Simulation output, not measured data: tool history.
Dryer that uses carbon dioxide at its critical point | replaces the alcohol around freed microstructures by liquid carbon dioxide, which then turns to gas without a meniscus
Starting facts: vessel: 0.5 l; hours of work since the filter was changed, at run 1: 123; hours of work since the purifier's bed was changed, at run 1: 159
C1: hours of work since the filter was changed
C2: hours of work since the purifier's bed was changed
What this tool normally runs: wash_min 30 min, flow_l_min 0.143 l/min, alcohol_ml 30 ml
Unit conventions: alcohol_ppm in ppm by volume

{"run": 1, "hour": 0.0, "wash_min": 30, "flow_l_min": 0.143, "alcohol_ml": 30, "C1": 123, "C2": 159, "alcohol_ppm": 71}
{"run": 2, "hour": 16.1, "wash_min": 30, "flow_l_min": 0.143, "alcohol_ml": 35, "C1": 130, "C2": 165, "alcohol_ppm": 84}
{"run": 3, "hour": 40.8, "wash_min": 30, "flow_l_min": 0.143, "alcohol_ml": 35, "C1": 140, "C2": 176, "alcohol_ppm": 79}
{"run": 4, "hour": 67.6, "wash_min": 30, "flow_l_min": 0.143, "alcohol_ml": 35, "C1": 152, "C2": 187, "alcohol_ppm": 87}
{"run": 5, "hour": 89.1, "wash_min": 30, "flow_l_min": 0.143, "alcohol_ml": 30, "C1": 160, "C2": 196, "alcohol_ppm": 84}
{"run": 6, "hour": 111.9, "wash_min": 30, "flow_l_min": 0.143, "alcohol_ml": 30, "C1": 170, "C2": 205, "alcohol_ppm": 78}
{"run": 7, "hour": 131.8, "wash_min": 30, "flow_l_min": 0.107, "alcohol_ml": 30, "C1": 178, "C2": 213, "alcohol_ppm": 327}
{"run": 8, "hour": 149.3, "wash_min": 30, "flow_l_min": 0.098, "alcohol_ml": 30, "C1": 185, "C2": 221, "alcohol_ppm": 509}
{"run": 9, "hour": 166.5, "wash_min": 30, "flow_l_min": 0.143, "alcohol_ml": 33, "C1": 193, "C2": 228, "alcohol_ppm": 103}
{"run": 10, "hour": 188.9, "wash_min": 30, "flow_l_min": 0.16, "alcohol_ml": 30, "C1": 202, "C2": 237, "alcohol_ppm": 68}
{"run": 11, "hour": 211.2, "wash_min": 44, "flow_l_min": 0.154, "alcohol_ml": 118, "C1": 211, "C2": 246, "alcohol_ppm": 47}
{"run": 12, "hour": 233.9, "wash_min": 44, "flow_l_min": 0.154, "alcohol_ml": 118, "C1": 221, "C2": 256, "alcohol_ppm": 51}
{"run": 13, "hour": 252.2, "wash_min": 44, "flow_l_min": 0.154, "alcohol_ml": 118, "C1": 228, "C2": 263, "alcohol_ppm": 62}
{"run": 14, "hour": 280.2, "wash_min": 44, "flow_l_min": 0.124, "alcohol_ml": 37, "C1": 240, "C2": 275, "alcohol_ppm": 62}
{"run": 15, "hour": 310.8, "wash_min": 29, "flow_l_min": 0.143, "alcohol_ml": 21, "C1": 253, "C2": 288, "alcohol_ppm": 105}

The same runs without the tool's hidden state, with the same run-to-run variation:
What the log doesn't record here: flow that reaches the vessel past the clogged filter, %; alcohol in the recycled carbon dioxide, ppm; drift of the gauge itself on alcohol_ppm, %.
run=1 alcohol_ppm=29
run=2 alcohol_ppm=38
run=3 alcohol_ppm=30
run=4 alcohol_ppm=34
run=5 alcohol_ppm=32
run=6 alcohol_ppm=21
run=7 alcohol_ppm=186
run=8 alcohol_ppm=300
run=9 alcohol_ppm=36
run=10 alcohol_ppm=15
run=11 alcohol_ppm=1
run=12 alcohol_ppm=4
run=13 alcohol_ppm=12
run=14 alcohol_ppm=7
run=15 alcohol_ppm=26
